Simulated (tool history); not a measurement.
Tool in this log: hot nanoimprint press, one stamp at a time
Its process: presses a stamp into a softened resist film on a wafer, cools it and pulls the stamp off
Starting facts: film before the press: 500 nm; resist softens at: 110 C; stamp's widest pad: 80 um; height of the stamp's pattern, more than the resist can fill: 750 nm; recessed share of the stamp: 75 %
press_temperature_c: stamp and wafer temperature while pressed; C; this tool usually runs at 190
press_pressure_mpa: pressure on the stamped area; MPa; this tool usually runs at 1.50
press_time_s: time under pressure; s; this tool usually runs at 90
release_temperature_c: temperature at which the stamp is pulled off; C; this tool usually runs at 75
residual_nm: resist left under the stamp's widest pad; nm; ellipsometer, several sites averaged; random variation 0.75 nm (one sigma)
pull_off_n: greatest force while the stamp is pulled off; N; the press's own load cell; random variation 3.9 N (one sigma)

| run | hour | press_temperature_c | press_pressure_mpa | press_time_s | release_temperature_c | residual_nm | pull_off_n |
|---|---|---|---|---|---|---|---|
| 1 | 0.0 | 190 | 1.50 | 90 | 75 | 244.7 | 218 |
| 2 | 23.9 | 190 | 1.50 | 56 | 75 | 288.8 | 216 |
| 3 | 46.6 | 190 | 1.50 | 56 | 75 | 288.2 | 219 |
| 4 | 67.9 | 186 | 1.50 | 56 | 75 | 322.0 | 216 |
| 5 | 95.7 | 186 | 1.50 | 56 | 75 | 323.3 | 220 |
| 6 | 124.9 | 186 | 1.50 | 56 | 75 | 322.6 | 223 |
| 7 | 150.5 | 190 | 1.12 | 90 | 75 | 270.8 | 245 |
| 8 | 176.3 | 190 | 2.34 | 90 | 75 | 201.0 | 240 |
| 9 | 201.3 | 198 | 1.50 | 90 | 75 | 183.5 | 240 |
|  | 222.3 | stamp cleaned and given a new release coat |
| 10 | 223.6 | 198 | 1.50 | 90 | 75 | 183.4 | 186 |
| 11 | 238.2 | 200 | 1.50 | 90 | 75 | 170.9 | 188 |
| 12 | 253.0 | 200 | 1.50 | 90 | 75 | 171.7 | 197 |
| 13 | 282.1 | 200 | 1.50 | 90 | 75 | 171.9 | 184 |
| 14 | 298.4 | 190 | 1.50 | 90 | 75 | 240.3 | 197 |
| 15 | 313.2 | 190 | 1.50 | 90 | 75 | 241.7 | 195 |
| 16 | 337.3 | 190 | 1.50 | 90 | 77 | 240.3 | 193 |
| 17 | 361.5 | 178 | 1.50 | 55 | 77 | 390.4 | 204 |
| 18 | 381.8 | 187 | 1.15 | 55 | 77 | 339.4 | 197 |
| 19 | 397.9 | 187 | 1.15 | 55 | 77 | 337.3 | 201 |
| 20 | 425.3 | 187 | 1.15 | 55 | 77 | 336.6 | 207 |
| 21 | 440.1 | 187 | 1.15 | 55 | 77 | 336.6 | 200 |
| 22 | 458.8 | 200 | 1.24 | 90 | 78 | 185.9 | 201 |
| 23 | 484.4 | 192 | 1.34 | 154 | 75 | 188.6 | 214 |
| 24 | 506.8 | 184 | 1.16 | 46 | 75 | 378.6 | 212 |
| 25 | 528.8 | 184 | 1.16 | 46 | 75 | 376.6 | 221 |
|  | 537.2 | plate thermocouple calibrated |
| 26 | 555.7 | 190 | 1.50 | 113 | 75 | 228.6 | 221 |
| 27 | 576.2 | 190 | 1.50 | 113 | 75 | 228.9 | 222 |
| 28 | 589.3 | 190 | 1.81 | 51 | 75 | 282.8 | 217 |
| 29 | 614.5 | 182 | 1.50 | 90 | 75 | 321.9 | 231 |

5 options for the next run, each taken on its own from the tool as it stands now. Forecast them:
| A | 639.6 | 187 | 1.68 | 72 | 75 | ? | ? |
| B | 639.6 | 193 | 1.50 | 90 | 76 | ? | ? |
| C | 639.6 | 199 | 1.04 | 106 | 75 | ? | ? |
| D | 639.6 | 182 | 1.50 | 73 | 75 | ? | ? |
| E | 639.6 | 190 | 1.84 | 90 | 75 | ? | ? |

| run | residual_nm | pull_off_n |
|---|---|---|
| A | 283.3 | 227 |
| B | 223.6 | 229 |
| C | 200.0 | 228 |
| D | 339.3 | 226 |
| E | 228.5 | 237 |
The same runs, with their run-to-run variation unchanged, on a tool lacking any hidden condition would have given:
| run | residual_nm | pull_off_n |
|---|---|---|
| A | 279.0 | 185 |
| B | 220.1 | 187 |
| C | 198.1 | 186 |
| D | 335.9 | 184 |
| E | 223.9 | 193 |
